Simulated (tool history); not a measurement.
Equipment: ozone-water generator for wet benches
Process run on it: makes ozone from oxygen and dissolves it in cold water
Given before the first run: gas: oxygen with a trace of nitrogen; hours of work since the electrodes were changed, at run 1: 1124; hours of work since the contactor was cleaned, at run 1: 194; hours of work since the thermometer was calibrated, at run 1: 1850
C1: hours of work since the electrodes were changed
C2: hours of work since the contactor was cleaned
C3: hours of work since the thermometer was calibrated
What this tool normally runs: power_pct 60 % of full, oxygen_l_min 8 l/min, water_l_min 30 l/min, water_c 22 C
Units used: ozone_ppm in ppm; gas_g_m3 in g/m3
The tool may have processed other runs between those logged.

run 1 hour=0 | power_pct=60 oxygen_l_min=8 water_l_min=30 water_c=22 | C1=1124 C2=194 C3=1850 | ozone_ppm=18 gas_g_m3=236.5
run 2 hour=101.8 | power_pct=60 oxygen_l_min=8 water_l_min=30 water_c=22 | C1=1193 C2=263 C3=1919 | ozone_ppm=18 gas_g_m3=236.3
run 3 hour=196.1 | power_pct=60 oxygen_l_min=8 water_l_min=30 water_c=22 | C1=1257 C2=327 C3=1983 | ozone_ppm=18.3 gas_g_m3=234.8
run 4 hour=308.1 | power_pct=60 oxygen_l_min=8 water_l_min=30 water_c=22 | C1=1333 C2=402 C3=2058 | ozone_ppm=18.2 gas_g_m3=235.8
run 5 hour=360.4 | power_pct=60 oxygen_l_min=8 water_l_min=30 water_c=22 | C1=1368 C2=438 C3=2094 | ozone_ppm=18.2 gas_g_m3=237.7
run 6 hour=468.1 | power_pct=57 oxygen_l_min=8 water_l_min=30 water_c=22 | C1=1441 C2=511 C3=2167 | ozone_ppm=17.3 gas_g_m3=230.3
run 7 hour=567.1 | power_pct=60 oxygen_l_min=8 water_l_min=30 water_c=20 | C1=1508 C2=578 C3=2234 | ozone_ppm=18.7 gas_g_m3=236.9
run 8 hour=662 | power_pct=60 oxygen_l_min=8 water_l_min=30 water_c=20 | C1=1572 C2=642 C3=2298 | ozone_ppm=18.6 gas_g_m3=236
run 9 hour=744.6 | power_pct=60 oxygen_l_min=8 water_l_min=33 water_c=27 | C1=1628 C2=698 C3=2354 | ozone_ppm=15 gas_g_m3=235
run 10 hour=798.7 | power_pct=60 oxygen_l_min=8 water_l_min=30 water_c=17 | C1=1664 C2=734 C3=2390 | ozone_ppm=19 gas_g_m3=235.8
run 11 hour=851.3 | power_pct=60 oxygen_l_min=8 water_l_min=30 water_c=17 | C1=1700 C2=770 C3=2426 | ozone_ppm=19.3 gas_g_m3=234.2

Alternative continuations, all from the tool just after run 11; predict every row:
run A hour=930.9 | power_pct=60 oxygen_l_min=8 water_l_min=30 water_c=22 | C1=1754 C2=824 C3=2480 | ozone_ppm=? gas_g_m3=?
run B hour=930.9 | power_pct=60 oxygen_l_min=10.1 water_l_min=33 water_c=27 | C1=1754 C2=824 C3=2480 | ozone_ppm=? gas_g_m3=?
run C hour=930.9 | power_pct=100 oxygen_l_min=8 water_l_min=21 water_c=17 | C1=1754 C2=824 C3=2480 | ozone_ppm=? gas_g_m3=?
run D hour=930.9 | power_pct=60 oxygen_l_min=8 water_l_min=37 water_c=14 | C1=1754 C2=824 C3=2480 | ozone_ppm=? gas_g_m3=?
run E hour=930.9 | power_pct=60 oxygen_l_min=6.54 water_l_min=39 water_c=18 | C1=1754 C2=824 C3=2480 | ozone_ppm=? gas_g_m3=?

run=A ozone_ppm=17.9 gas_g_m3=234.8
run=B ozone_ppm=14.2 gas_g_m3=201.2
run=C ozone_ppm=34.4 gas_g_m3=302.7
run=D ozone_ppm=16 gas_g_m3=234.8
run=E ozone_ppm=14.4 gas_g_m3=267.1
Take away the tool's hidden state, keep each run's random variation, and the runs would have read:
run=A ozone_ppm=19.2 gas_g_m3=245.4
run=B ozone_ppm=15.2 gas_g_m3=210.3
run=C ozone_ppm=37.3 gas_g_m3=320.6
run=D ozone_ppm=17.1 gas_g_m3=245.5
run=E ozone_ppm=15.4 gas_g_m3=279.1
